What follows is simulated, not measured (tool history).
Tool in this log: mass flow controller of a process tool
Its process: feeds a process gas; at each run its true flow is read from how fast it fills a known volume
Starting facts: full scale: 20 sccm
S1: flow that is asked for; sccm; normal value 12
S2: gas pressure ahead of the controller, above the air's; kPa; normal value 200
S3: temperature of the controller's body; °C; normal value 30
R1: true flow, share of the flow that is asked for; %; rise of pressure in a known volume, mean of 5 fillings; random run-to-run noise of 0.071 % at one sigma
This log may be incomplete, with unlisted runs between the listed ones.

run,day,S1,S2,S3,R1
1,0.000,12,200,30,100.81
2,6.958,12,200,30,100.89
3,15.962,12,200,40,100.23
4,27.950,5,200,40,101.17
5,33.342,5,200,40,101.35
6,43.050,5,200,40,101.57
7,53.746,5,200,40,101.73
8,59.442,12,200,30,101.10
9,71.046,12,200,30,101.16
10,79.454,4,217,21,103.79
11,86.396,4,204,29,103.51
12,95.975,4,258,21,104.48
13,104.496,10,200,28,101.87
14,113.217,11,200,23,101.99
15,121.929,5,148,25,103.20
16,129.333,11,225,23,102.25
17,141.550,11,225,23,102.34
18,149.846,11,225,23,102.45

Selected run-to-run steps in R1, each split into two signed amounts: the part the tool would show with no hidden state at all (from settings, incoming material and random variation), and the remainder, which goes to the hidden state together with any gauge scatter not common to the measured and the hidden-state-free results:
The hidden state here: flow at rest that the sensor doesn't see, % of full scale; true flow over the shown one, %; drift of the gauge itself on true_pct, %.
Run 9 -> 10: S1 12 -> 4, S2 200 -> 217, S3 30 -> 21. R1 +2.63 %: hidden state +2.22, all else +0.41.
